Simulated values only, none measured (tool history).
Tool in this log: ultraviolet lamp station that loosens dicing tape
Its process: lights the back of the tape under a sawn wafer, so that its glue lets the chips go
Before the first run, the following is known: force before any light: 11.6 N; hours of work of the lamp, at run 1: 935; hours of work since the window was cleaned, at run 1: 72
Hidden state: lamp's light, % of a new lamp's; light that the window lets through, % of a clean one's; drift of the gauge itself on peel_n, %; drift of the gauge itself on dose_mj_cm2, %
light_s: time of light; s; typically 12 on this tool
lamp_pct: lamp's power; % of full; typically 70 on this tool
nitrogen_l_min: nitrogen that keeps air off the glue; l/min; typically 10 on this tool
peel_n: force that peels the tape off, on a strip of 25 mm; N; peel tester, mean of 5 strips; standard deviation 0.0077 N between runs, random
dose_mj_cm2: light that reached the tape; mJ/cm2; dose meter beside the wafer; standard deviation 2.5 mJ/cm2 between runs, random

run	hour	light_s	lamp_pct	nitrogen_l_min	hours of work of the lamp	hours of work since the window was cleaned	peel_n	dose_mj_cm2
1	0.0	12	70	10	935	72	0.585	237
2	33.6	12	70	10	961	98	0.598	231
3	71.4	12	70	10	990	127	0.636	225
4	107.1	12	70	10	1018	155	0.672	223
5	137.0	12	70	10	1041	178	0.728	219
6	167.5	12	70	10	1065	201	0.729	216
7	205.3	12	70	10	1094	231	0.793	208
8	226.6	12	70	10	1110	247	0.778	210
9	256.3	7	70	10	1133	270	2.504	119
# hour 274.6: window cleaned of glue's vapour
10	293.5	7	70	10	1162	15	2.749	109
11	319.5	7	70	10	1182	35	2.860	107
12	355.5	7	70	10	1210	63	2.866	103
13	383.7	7	70	10	1232	84	3.099	103
# hour 400.2: window cleaned of glue's vapour, once more
14	407.7	21	70	10	1250	6	0.121	397
15	424.9	21	70	10	1263	19	0.117	390
16	449.7	12	70	3	1282	38	1.954	220
# hour 458.8: lamp changed
17	483.6	12	70	3	19	64	1.228	282
18	515.8	12	70	4	44	89	1.004	281
19	538.0	12	70	4	61	106	1.014	271
20	565.9	12	70	4	83	128	1.071	272
21	599.8	12	70	10	109	154	0.405	269
22	617.3	14	78	9	123	167	0.217	339
23	638.3	14	78	9	139	184	0.219	340
24	677.2	14	93	8	169	214	0.160	398
25	704.3	14	67	5	190	235	0.741	281
26	725.5	21	70	8	207	251	0.126	434
27	762.4	21	70	8	235	280	0.129	426
# hour 767.7: window cleaned of glue's vapour
28	799.6	12	73	10	263	25	0.324	287
29	833.9	12	81	7	290	51	0.364	315
30	870.9	12	74	13	319	80	0.253	281
31	896.3	12	93	10	338	100	0.181	349
32	933.8	21	93	12	367	129	0.072	602
33	968.7	12	91	4	394	156	0.634	325
34	998.1	12	85	4	417	178	0.769	298
35	1033.8	12	85	4	445	206	0.832	298
36	1067.1	12	63	14	471	232	0.528	215
37	1099.3	7	86	8	495	257	1.588	169
# hour 1134.5: window cleaned of glue's vapour
38	1138.6	7	86	8	525	3	1.199	187
39	1170.8	12	89	4	550	28	0.624	333
40	1193.9	21	78	8	568	46	0.095	505
41	1235.5	15	71	4	601	78	0.672	322
42	1271.1	15	71	4	628	106	0.721	315

A few steps of peel_n between consecutive runs. Split each: what settings, incoming material and random variation would produce without the hidden state, and what is left over for the hidden state, along with gauge scatter present in only one of the two compared results (measured, and without hidden state):
Run 8 -> 9: light_s 12 -> 7. peel_n +1.726 N: hidden state +0.741, all else +0.985.
Run 13 -> 14: light_s 7 -> 21, window cleaned of glue's vapour, once more. peel_n -2.978 N: hidden state -1.769, all else -1.209.
Run 15 -> 16: light_s 21 -> 12, nitrogen_l_min 10 -> 3. peel_n +1.837 N: hidden state +0.810, all else +1.027.
Run 16 -> 17: lamp changed. peel_n -0.726 N: hidden state -0.747, all else +0.021.
